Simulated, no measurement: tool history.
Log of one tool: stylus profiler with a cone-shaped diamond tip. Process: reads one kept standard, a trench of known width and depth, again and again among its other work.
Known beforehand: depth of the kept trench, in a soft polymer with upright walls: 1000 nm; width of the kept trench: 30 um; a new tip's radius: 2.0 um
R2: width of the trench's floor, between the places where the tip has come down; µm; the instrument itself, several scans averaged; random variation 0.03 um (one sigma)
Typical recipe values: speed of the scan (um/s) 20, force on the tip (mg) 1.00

{"run": 1, "hour": 0.0, "speed of the scan (um/s)": 20, "force on the tip (mg)": 1.0, "depth of the trench (nm)": 1010.99, "R2": 25.12}
{"run": 2, "hour": 38.9, "speed of the scan (um/s)": 20, "force on the tip (mg)": 1.0, "depth of the trench (nm)": 1010.91, "R2": 25.06}
{"run": 3, "hour": 60.3, "speed of the scan (um/s)": 20, "force on the tip (mg)": 1.0, "depth of the trench (nm)": 1010.96, "R2": 25.01}
{"run": 4, "hour": 92.2, "speed of the scan (um/s)": 20, "force on the tip (mg)": 1.0, "depth of the trench (nm)": 1010.95, "R2": 25.01}
{"run": 5, "hour": 128.6, "speed of the scan (um/s)": 64, "force on the tip (mg)": 1.0, "depth of the trench (nm)": 1011.16, "R2": 24.71}
{"run": 6, "hour": 145.1, "speed of the scan (um/s)": 64, "force on the tip (mg)": 1.0, "depth of the trench (nm)": 1011.27, "R2": 24.59}
{"run": 7, "hour": 161.8, "speed of the scan (um/s)": 64, "force on the tip (mg)": 1.0, "depth of the trench (nm)": 1011.34, "R2": 24.61}
{"run": 8, "hour": 195.4, "speed of the scan (um/s)": 64, "force on the tip (mg)": 0.8, "depth of the trench (nm)": 1010.21, "R2": 24.57}
{"hour": 197.7, "done": "height scale calibrated on a step standard"}
{"run": 9, "hour": 229.5, "speed of the scan (um/s)": 64, "force on the tip (mg)": 0.8, "depth of the trench (nm)": 1010.48, "R2": 24.58}
{"run": 10, "hour": 261.0, "speed of the scan (um/s)": 20, "force on the tip (mg)": 1.0, "depth of the trench (nm)": 1011.93, "R2": 24.85}
{"run": 11, "hour": 299.4, "speed of the scan (um/s)": 8, "force on the tip (mg)": 1.0, "depth of the trench (nm)": 1011.98, "R2": 24.81}
{"run": 12, "hour": 333.5, "speed of the scan (um/s)": 20, "force on the tip (mg)": 1.0, "depth of the trench (nm)": 1011.72, "R2": 24.73}
{"run": 13, "hour": 354.9, "speed of the scan (um/s)": 20, "force on the tip (mg)": 1.0, "depth of the trench (nm)": 1011.88, "R2": 24.8}
{"run": 14, "hour": 390.6, "speed of the scan (um/s)": 20, "force on the tip (mg)": 1.0, "depth of the trench (nm)": 1012.04, "R2": 24.76}
{"run": 15, "hour": 413.7, "speed of the scan (um/s)": 20, "force on the tip (mg)": 1.0, "depth of the trench (nm)": 1012.13, "R2": 24.72}
{"hour": 416.7, "done": "height scale calibrated on a step standard, once more"}
{"run": 16, "hour": 450.4, "speed of the scan (um/s)": 16, "force on the tip (mg)": 1.32, "depth of the trench (nm)": 1011.17, "R2": 24.73}
{"run": 17, "hour": 471.0, "speed of the scan (um/s)": 16, "force on the tip (mg)": 1.32, "depth of the trench (nm)": 1011.24, "R2": 24.63}
{"run": 18, "hour": 500.0, "speed of the scan (um/s)": 53, "force on the tip (mg)": 1.0, "depth of the trench (nm)": 1009.26, "R2": 24.39}
{"run": 19, "hour": 532.7, "speed of the scan (um/s)": 52, "force on the tip (mg)": 2.15, "depth of the trench (nm)": 1015.77, "R2": 24.49}
{"run": 20, "hour": 550.8, "speed of the scan (um/s)": 9, "force on the tip (mg)": 0.83, "depth of the trench (nm)": 1008.33, "R2": 24.59}
{"run": 21, "hour": 584.4, "speed of the scan (um/s)": 48, "force on the tip (mg)": 1.13, "depth of the trench (nm)": 1010.45, "R2": 24.36}
{"run": 22, "hour": 608.8, "speed of the scan (um/s)": 16, "force on the tip (mg)": 2.18, "depth of the trench (nm)": 1015.91, "R2": 24.61}
{"hour": 615.6, "done": "new tip fitted, height scale calibrated"}
{"run": 23, "hour": 650.1, "speed of the scan (um/s)": 24, "force on the tip (mg)": 0.54, "depth of the trench (nm)": 1005.91, "R2": 26.23}
{"run": 24, "hour": 687.9, "speed of the scan (um/s)": 36, "force on the tip (mg)": 1.92, "depth of the trench (nm)": 1014.41, "R2": 26.25}
{"run": 25, "hour": 720.6, "speed of the scan (um/s)": 7, "force on the tip (mg)": 0.44, "depth of the trench (nm)": 1005.55, "R2": 26.34}
{"run": 26, "hour": 747.4, "speed of the scan (um/s)": 59, "force on the tip (mg)": 0.96, "depth of the trench (nm)": 1009.57, "R2": 25.92}
{"run": 27, "hour": 779.3, "speed of the scan (um/s)": 33, "force on the tip (mg)": 0.76, "depth of the trench (nm)": 1008.35, "R2": 26.03}
{"run": 28, "hour": 819.1, "speed of the scan (um/s)": 33, "force on the tip (mg)": 0.76, "depth of the trench (nm)": 1008.33, "R2": 25.99}

Alternative continuations, all from the tool just after run 28; predict every row:
{"run": "A", "hour": 857.9, "speed of the scan (um/s)": 19, "force on the tip (mg)": 1.02, "depth of the trench (nm)": "?", "R2": "?"}
{"run": "B", "hour": 857.9, "speed of the scan (um/s)": 29, "force on the tip (mg)": 0.76, "depth of the trench (nm)": "?", "R2": "?"}
{"run": "C", "hour": 857.9, "speed of the scan (um/s)": 29, "force on the tip (mg)": 1.0, "depth of the trench (nm)": "?", "R2": "?"}

run=A depth_of_the_trench_(nm)=1010.13 R2=26.08
run=B depth_of_the_trench_(nm)=1008.23 R2=25.95
run=C depth_of_the_trench_(nm)=1009.89 R2=25.95
Stripped of hidden state, with their random variation kept, the same runs would have yielded:
run=A depth_of_the_trench_(nm)=1009.68 R2=26.43
run=B depth_of_the_trench_(nm)=1007.78 R2=26.30
run=C depth_of_the_trench_(nm)=1009.44 R2=26.29

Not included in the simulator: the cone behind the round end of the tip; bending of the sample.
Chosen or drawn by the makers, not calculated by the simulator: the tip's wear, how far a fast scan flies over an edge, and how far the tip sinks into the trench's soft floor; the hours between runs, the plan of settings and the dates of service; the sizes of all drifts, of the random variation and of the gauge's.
